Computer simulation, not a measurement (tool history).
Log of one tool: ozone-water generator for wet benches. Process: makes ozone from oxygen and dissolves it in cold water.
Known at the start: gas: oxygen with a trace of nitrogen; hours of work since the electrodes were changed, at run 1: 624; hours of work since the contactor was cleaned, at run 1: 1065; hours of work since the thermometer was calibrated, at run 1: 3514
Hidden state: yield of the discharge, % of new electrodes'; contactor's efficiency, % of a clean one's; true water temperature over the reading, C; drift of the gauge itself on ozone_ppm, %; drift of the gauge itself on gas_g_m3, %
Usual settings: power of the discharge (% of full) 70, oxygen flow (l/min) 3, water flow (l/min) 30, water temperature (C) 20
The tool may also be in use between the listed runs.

run   hour  power of the discharge (% of full)  oxygen flow (l/min)  water flow (l/min)  water temperature (C)  hours of work since the electrodes were changed  hours of work since the contactor was cleaned  hours of work since the thermometer was calibrated  dissolved ozone (ppm)  ozone in the gas ahead of the water (g/m3)
  1      0                                  70                    3                  30                     20                                              624                                           1065                                                3514                   10.8                                       170.9
  2   24.6                                  70                    3                  30                     20                                              640                                           1081                                                3530                   10.7                                       170.7
  3   57.9                                  70                    3                  30                     20                                              661                                           1102                                                3551                   10.6                                       170.7
  4   81.3                                  70                    3                  30                     13                                              676                                           1117                                                3566                   11.2                                       169.2
  5  106.5                                  70                    3                  30                     13                                              693                                           1133                                                3582                   11.3                                       169.6
  6  125.4                                  70                    3                  30                     20                                              705                                           1145                                                3595                   10.8                                       171.6
  7  162.6                                  70                    3                  30                     20                                              729                                           1169                                                3618                   10.7                                       171.9
  8  199.6                                  70                    3                  30                     20                                              752                                           1193                                                3642                   10.7                                         173
  9  233.5                                  70                    3                  30                     20                                              774                                           1215                                                3664                   10.6                                       172.1
 10  271.9                                  70                    3                  30                     20                                              799                                           1240                                                3689                   10.9                                       174.2
 11  299.8                                  70                    3                  30                     20                                              817                                           1257                                                3707                   10.8                                       172.1
 12  320.2                                  70                 2.84                  25                     20                                              830                                           1271                                                3720                   12.4                                       177.2
 13  342.2                                  45                 2.84                  25                     20                                              844                                           1285                                                3734                    9.5                                       137.8
 14  359.5                                  65                  2.6                  44                     14                                              855                                           1296                                                3745                    6.8                                       179.5
     386.9  -- gauge calibrated
 15  387.8                                  65                  2.6                  44                     14                                              873                                           1314                                                3763                    6.8                                       171.3
 16  425.8                                  52                    3                  39                     20                                              898                                           1338                                                3787                      7                                       142.3
 17  462.2                                  52                    3                  39                     20                                              921                                           1362                                                3811                    6.8                                       143.1
 18  500.9                                  52                    3                  39                     20                                              946                                           1387                                                3836                    6.9                                       143.6
 19  535.6                                  52                    3                  39                     20                                              968                                           1409                                                3858                    6.8                                       142.9
 20  554.4                                  52                    3                  39                     20                                              980                                           1421                                                3870                    6.7                                         143
 21  574.2                                  43                  1.7                  39                     20                                              993                                           1434                                                3883                    5.1                                       166.7

Forecast each of these 5 alternatives for the next run:
  A  590.2                                  43                  1.7                  24                     19                                             1003                                           1444                                                3893                      ?                                           ?
  B  590.2                                  43                 2.63                  39                     23                                             1003                                           1444                                                3893                      ?                                           ?
  C  590.2                                  70                    3                  39                     17                                             1003                                           1444                                                3893                      ?                                           ?
  D  590.2                                  42                  1.7                  39                     20                                             1003                                           1444                                                3893                      ?                                           ?
  E  590.2                                  44                  1.7                  20                     13                                             1003                                           1444                                                3893                      ?                                           ?

run  dissolved ozone (ppm)  ozone in the gas ahead of the water (g/m3)
  A                    8.4                                       167.5
  B                    5.8                                       138.8
  C                    8.4                                       173.3
  D                    4.8                                       166.3
  E                   10.6                                       170.2
Without the tool's hidden state the same runs would have given:
run  dissolved ozone (ppm)  ozone in the gas ahead of the water (g/m3)
  A                    8.4                                         165
  B                    5.8                                       136.7
  C                    8.4                                       170.7
  D                    4.8                                       163.8
  E                   10.6                                       167.6
